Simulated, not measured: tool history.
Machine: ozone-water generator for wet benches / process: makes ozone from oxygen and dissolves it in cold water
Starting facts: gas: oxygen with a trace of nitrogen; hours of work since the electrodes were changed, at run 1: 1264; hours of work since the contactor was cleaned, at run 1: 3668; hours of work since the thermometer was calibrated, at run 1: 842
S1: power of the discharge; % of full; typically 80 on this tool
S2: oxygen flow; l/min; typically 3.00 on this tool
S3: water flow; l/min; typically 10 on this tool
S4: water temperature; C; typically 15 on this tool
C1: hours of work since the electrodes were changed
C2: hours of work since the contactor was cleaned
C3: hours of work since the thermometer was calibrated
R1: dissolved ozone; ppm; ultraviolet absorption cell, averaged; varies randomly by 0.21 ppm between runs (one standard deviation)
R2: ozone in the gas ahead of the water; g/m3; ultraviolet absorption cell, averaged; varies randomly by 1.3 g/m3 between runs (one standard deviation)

run,hour,S1,S2,S3,S4,C1,C2,C3,R1,R2
1,0.0,80,3.00,10,15,1264,3668,842,30.4,232.3
2,78.2,94,3.00,10,15,1314,3718,892,34.5,264.6
3,160.5,80,3.00,10,15,1366,3771,944,29.8,232.3
4,259.3,80,3.00,10,15,1429,3834,1007,30.2,230.8
5,326.0,80,3.00,10,15,1472,3876,1050,30.2,232.2
6,392.3,72,3.00,10,15,1514,3919,1092,27.6,211.9
7,445.6,80,3.00,10,15,1548,3953,1126,29.9,230.6
8,524.8,80,3.00,10,15,1599,4003,1177,29.9,229.7
9,613.8,80,3.00,10,7,1656,4060,1234,33.3,229.9
10,698.3,80,3.00,10,7,1710,4114,1287,33.5,229.8
11,791.5,64,3.00,10,15,1769,4173,1347,24.9,191.1
12,889.1,64,2.54,10,15,1831,4236,1409,25.2,208.7
13,966.2,64,2.54,10,15,1881,4285,1458,24.5,211.2
14,1007.0,80,2.34,10,15,1907,4311,1485,30.5,268.8
15,1053.2,80,2.51,10,15,1936,4340,1514,30.5,252.2
16,1099.7,80,3.00,10,15,1966,4370,1544,29.9,227.9
17,1168.3,80,3.00,14,15,2010,4414,1588,22.1,229.2
18,1231.1,80,4.37,10,23,2050,4454,1628,24.4,180.6
19,1291.1,80,2.70,10,9,2088,4492,1666,32.7,245.2
20,1346.6,62,3.00,7,11,2123,4528,1701,33.8,185.4
# hour 1352.6: water thermometer calibrated
21,1432.9,62,3.00,7,11,2178,4583,51,34.0,184.9
# hour 1490.4: water thermometer calibrated, once more
22,1524.2,43,3.00,7,11,2236,4640,22,25.0,137.5
23,1616.8,43,3.00,7,11,2295,4700,81,25.0,135.2
24,1678.5,80,3.00,9,12,2335,4739,120,33.8,224.8
25,1753.4,80,3.00,10,8,2382,4787,168,32.7,226.8
26,1854.0,80,3.00,10,8,2447,4851,232,32.6,226.0
27,1948.3,80,1.68,6,8,2507,4911,292,50.4,328.0
28,2029.6,52,5.12,10,10,2559,4963,344,21.0,114.7
29,2089.0,52,2.49,10,9,2597,5001,382,22.5,180.3
30,2151.0,65,2.49,8,9,2636,5041,422,33.2,214.3
31,2229.5,65,2.49,8,9,2686,5091,472,32.6,212.1
32,2324.7,65,2.49,8,19,2747,5152,533,28.5,214.6
33,2390.1,65,2.49,8,19,2789,5193,574,28.6,214.2

Subtracting, for every run, the result it would have given without the tool's unlogged condition from the measured result gives the following. The same run-to-run variation enters both numbers; the gauge's scatter may not:
What the log doesn't record here: yield of the discharge, % of new electrodes'; contactor's efficiency, % of a clean one's; true water temperature over the reading, C; drift of the gauge itself on ozone_ppm, %; drift of the gauge itself on gas_g_m3, %.
run,R1,R2
1,-1.3,-6.2
2,-1.6,-8.2
3,-1.3,-6.6
4,-1.3,-6.9
5,-1.4,-7.1
6,-1.3,-6.1
7,-1.5,-7.5
8,-1.5,-7.6
9,-1.7,-7.9
10,-1.7,-8.1
11,-1.2,-5.8
12,-1.2,-6.6
13,-1.2,-6.7
14,-1.7,-10.5
15,-1.7,-10.1
16,-1.8,-9.2
17,-1.4,-9.4
18,-1.5,-7.6
19,-2.0,-10.5
20,-1.6,-6.5
21,-1.7,-6.6
22,-0.9,-3.3
23,-0.9,-3.4
24,-2.2,-10.8
25,-2.2,-11.1
26,-2.3,-11.2
27,-3.2,-16.8
28,-1.1,-4.0
29,-1.2,-6.4
30,-2.1,-9.7
31,-2.1,-9.9
32,-1.8,-10.2
33,-1.8,-10.3

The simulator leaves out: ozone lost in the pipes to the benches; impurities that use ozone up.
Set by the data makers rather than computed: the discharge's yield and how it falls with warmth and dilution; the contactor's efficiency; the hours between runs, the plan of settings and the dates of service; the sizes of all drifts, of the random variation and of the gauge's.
